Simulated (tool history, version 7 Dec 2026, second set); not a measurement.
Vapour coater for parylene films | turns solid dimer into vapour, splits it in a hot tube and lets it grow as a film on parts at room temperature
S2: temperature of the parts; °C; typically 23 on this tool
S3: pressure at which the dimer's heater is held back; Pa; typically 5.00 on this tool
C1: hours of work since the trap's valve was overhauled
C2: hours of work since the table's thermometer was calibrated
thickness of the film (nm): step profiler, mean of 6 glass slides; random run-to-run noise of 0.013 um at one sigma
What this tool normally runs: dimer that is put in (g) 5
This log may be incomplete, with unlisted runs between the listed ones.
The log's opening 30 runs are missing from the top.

Run 31, hour 1396.3: usual settings but dimer that is put in (g) 6, S2 19 °C, S3 11.90 Pa; C1 75; C2 178. Result: thickness of the film (nm) 1300.
Run 32, hour 1428.2: usual settings but dimer that is put in (g) 2, S2 17 °C, S3 11.90 Pa; C1 98; C2 202. Result: thickness of the film (nm) 460.
Run 33, hour 1489.7: usual settings but S3 6.87 Pa; C1 143; C2 246. Result: thickness of the film (nm) 1010.
Run 34, hour 1532.4: usual settings but dimer that is put in (g) 4, S3 9.17 Pa; C1 174; C2 277. Result: thickness of the film (nm) 780.
Run 35, hour 1592.7: usual settings but dimer that is put in (g) 4, S3 9.17 Pa; C1 218; C2 321. Result: thickness of the film (nm) 780.
Run 36, hour 1633.4: usual settings but dimer that is put in (g) 3, S2 18 °C, S3 9.17 Pa; C1 247; C2 351. Result: thickness of the film (nm) 650.
Run 37, hour 1667.3: usual settings but S2 34 °C, S3 3.27 Pa; C1 272; C2 375. Result: thickness of the film (nm) 790.
Run 38, hour 1724.9: usual settings but dimer that is put in (g) 7, S2 29 °C, S3 2.40 Pa; C1 314; C2 417. Result: thickness of the film (nm) 1270.
Run 39, hour 1768.8: usual settings but dimer that is put in (g) 3, S3 7.89 Pa; C1 346; C2 449. Result: thickness of the film (nm) 560.
Run 40, hour 1813.1: usual settings but dimer that is put in (g) 3, S3 7.89 Pa; C1 378; C2 481. Result: thickness of the film (nm) 570.
Run 41, hour 1845.9: usual settings but dimer that is put in (g) 3, S3 7.89 Pa; C1 402; C2 505. Result: thickness of the film (nm) 580.
Run 42, hour 1876.2: usual settings but dimer that is put in (g) 4, S2 32 °C, S3 9.17 Pa; C1 424; C2 527. Result: thickness of the film (nm) 580.
Run 43, hour 1943.1: usual settings but dimer that is put in (g) 3, S2 17 °C, S3 3.99 Pa; C1 472; C2 575. Result: thickness of the film (nm) 700.
Run 44, hour 1987.6: usual settings but dimer that is put in (g) 6; C1 505; C2 608. Result: thickness of the film (nm) 1140.
Run 45, hour 2035.2: usual settings but dimer that is put in (g) 2, S3 7.99 Pa; C1 539; C2 642. Result: thickness of the film (nm) 370.
Run 46, hour 2094.5: usual settings but S3 2.12 Pa; C1 582; C2 685. Result: thickness of the film (nm) 1030.
Run 47, hour 2163.3: usual settings but dimer that is put in (g) 6, S2 33 °C, S3 2.31 Pa; C1 632; C2 735. Result: thickness of the film (nm) 930.
At hour 2184.7: trap's valve overhauled.
Run 48, hour 2216.0: usual settings but dimer that is put in (g) 6, S2 33 °C, S3 2.31 Pa; C1 23; C2 771. Result: thickness of the film (nm) 1050.

Each row is a separate what-if for the run after 48, all from the same tool condition, not one after another. Results?
Run A, hour 2267.1: usual settings but dimer that is put in (g) 4, S2 21 °C, S3 3.99 Pa; C1 60; C2 808. Result: thickness of the film (nm) ?.
Run B, hour 2267.1: usual settings but dimer that is put in (g) 7, S2 26 °C, S3 2.31 Pa; C1 60; C2 808. Result: thickness of the film (nm) ?.
Run C, hour 2267.1: usual settings but dimer that is put in (g) 3, S2 35 °C; C1 60; C2 808. Result: thickness of the film (nm) ?.

run  thickness of the film (nm)
  A                         890
  B                        1420
  C                         450
The same runs, with their run-to-run variation unchanged, on a tool lacking any hidden condition would have given:
run  thickness of the film (nm)
  A                         910
  B                        1450
  C                         460

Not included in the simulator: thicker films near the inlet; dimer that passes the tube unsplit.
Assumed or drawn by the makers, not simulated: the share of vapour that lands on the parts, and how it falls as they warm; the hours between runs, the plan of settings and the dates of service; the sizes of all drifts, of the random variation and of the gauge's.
